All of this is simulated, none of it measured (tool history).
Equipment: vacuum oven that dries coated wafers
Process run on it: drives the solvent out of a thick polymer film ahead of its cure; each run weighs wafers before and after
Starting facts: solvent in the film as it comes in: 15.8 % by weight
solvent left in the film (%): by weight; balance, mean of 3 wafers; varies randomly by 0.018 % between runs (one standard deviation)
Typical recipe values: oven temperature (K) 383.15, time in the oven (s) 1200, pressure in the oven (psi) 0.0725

Run 1, hour 0.0: usual settings. Result: solvent left in the film (%) 1.58.
Run 2, hour 72.3: usual settings but time in the oven (s) 600. Result: solvent left in the film (%) 4.26.
Run 3, hour 130.5: usual settings but oven temperature (K) 370.15, time in the oven (s) 600. Result: solvent left in the film (%) 7.32.
Run 4, hour 178.1: usual settings but oven temperature (K) 370.15, time in the oven (s) 600. Result: solvent left in the film (%) 7.36.
At hour 187.2: oven's thermocouples calibrated.
Run 5, hour 218.2: usual settings but oven temperature (K) 370.15, time in the oven (s) 600. Result: solvent left in the film (%) 6.92.
Run 6, hour 303.3: usual settings. Result: solvent left in the film (%) 1.35.
Run 7, hour 348.3: usual settings. Result: solvent left in the film (%) 1.33.
Run 8, hour 395.2: usual settings but time in the oven (s) 1920. Result: solvent left in the film (%) 0.54.
Run 9, hour 442.8: usual settings but time in the oven (s) 1920. Result: solvent left in the film (%) 0.61.
Run 10, hour 487.4: usual settings but pressure in the oven (psi) 0.0856. Result: solvent left in the film (%) 1.43.
Run 11, hour 568.4: usual settings but pressure in the oven (psi) 0.0856. Result: solvent left in the film (%) 1.43.
Run 12, hour 649.8: usual settings. Result: solvent left in the film (%) 1.42.
Run 13, hour 697.7: usual settings. Result: solvent left in the film (%) 1.39.
Run 14, hour 767.6: usual settings. Result: solvent left in the film (%) 1.46.
Run 15, hour 841.8: usual settings but time in the oven (s) 660. Result: solvent left in the film (%) 3.67.
Run 16, hour 921.3: usual settings but oven temperature (K) 394.15. Result: solvent left in the film (%) 0.45.
Run 17, hour 985.3: usual settings but oven temperature (K) 394.15, pressure in the oven (psi) 0.0891. Result: solvent left in the film (%) 0.51.
Run 18, hour 1058.8: usual settings but oven temperature (K) 377.15, time in the oven (s) 960. Result: solvent left in the film (%) 3.41.
Run 19, hour 1142.0: usual settings but oven temperature (K) 376.15, pressure in the oven (psi) 0.0702. Result: solvent left in the film (%) 2.75.
Run 20, hour 1179.0: usual settings. Result: solvent left in the film (%) 1.53.
Run 21, hour 1233.3: usual settings. Result: solvent left in the film (%) 1.52.
At hour 1242.1: vacuum gauge cleaned of residue and calibrated.
Run 22, hour 1271.9: usual settings but oven temperature (K) 372.15, time in the oven (s) 900. Result: solvent left in the film (%) 4.99.
Run 23, hour 1320.9: usual settings but oven temperature (K) 372.15, time in the oven (s) 900, pressure in the oven (psi) 0.1488. Result: solvent left in the film (%) 5.27.
Run 24, hour 1396.0: usual settings but oven temperature (K) 375.15, time in the oven (s) 2040. Result: solvent left in the film (%) 1.37.
Run 25, hour 1463.2: usual settings but oven temperature (K) 375.15, time in the oven (s) 2040. Result: solvent left in the film (%) 1.36.
Run 26, hour 1515.3: usual settings but oven temperature (K) 375.15, time in the oven (s) 2040. Result: solvent left in the film (%) 1.42.
Run 27, hour 1555.0: usual settings but oven temperature (K) 376.15, time in the oven (s) 2040, pressure in the oven (psi) 0.1880. Result: solvent left in the film (%) 1.83.
Run 28, hour 1631.9: usual settings but oven temperature (K) 376.15, time in the oven (s) 720, pressure in the oven (psi) 0.0814. Result: solvent left in the film (%) 5.15.
At hour 1669.7: vacuum gauge cleaned of residue and calibrated, once more.
Run 29, hour 1677.1: usual settings but oven temperature (K) 376.15, time in the oven (s) 720, pressure in the oven (psi) 0.0814. Result: solvent left in the film (%) 5.03.
Run 30, hour 1719.4: usual settings but oven temperature (K) 394.15, time in the oven (s) 1260. Result: solvent left in the film (%) 0.38.
At hour 1726.8: oven's thermocouples calibrated.
Run 31, hour 1800.5: usual settings but oven temperature (K) 394.15, time in the oven (s) 1260. Result: solvent left in the film (%) 0.35.
Run 32, hour 1872.0: usual settings but oven temperature (K) 384.15, time in the oven (s) 840, pressure in the oven (psi) 0.2431. Result: solvent left in the film (%) 2.73.
Run 33, hour 1922.4: usual settings but time in the oven (s) 1560, pressure in the oven (psi) 0.2080. Result: solvent left in the film (%) 1.19.

Predict each of these 3 candidate next runs independently; none follows another, all start after run 33:
Run A, hour 2000.0: usual settings but time in the oven (s) 720, pressure in the oven (psi) 0.1001. Result: solvent left in the film (%) ?.
Run B, hour 2000.0: usual settings but time in the oven (s) 1500. Result: solvent left in the film (%) ?.
Run C, hour 2000.0: usual settings but oven temperature (K) 372.15, time in the oven (s) 1140, pressure in the oven (psi) 0.2490. Result: solvent left in the film (%) ?.

run  solvent left in the film (%)
  A                          3.17
  B                          0.81
  C                          4.29
What these runs would have given with no unlogged condition in the tool:
run  solvent left in the film (%)
  A                          3.02
  B                          0.74
  C                          4.12
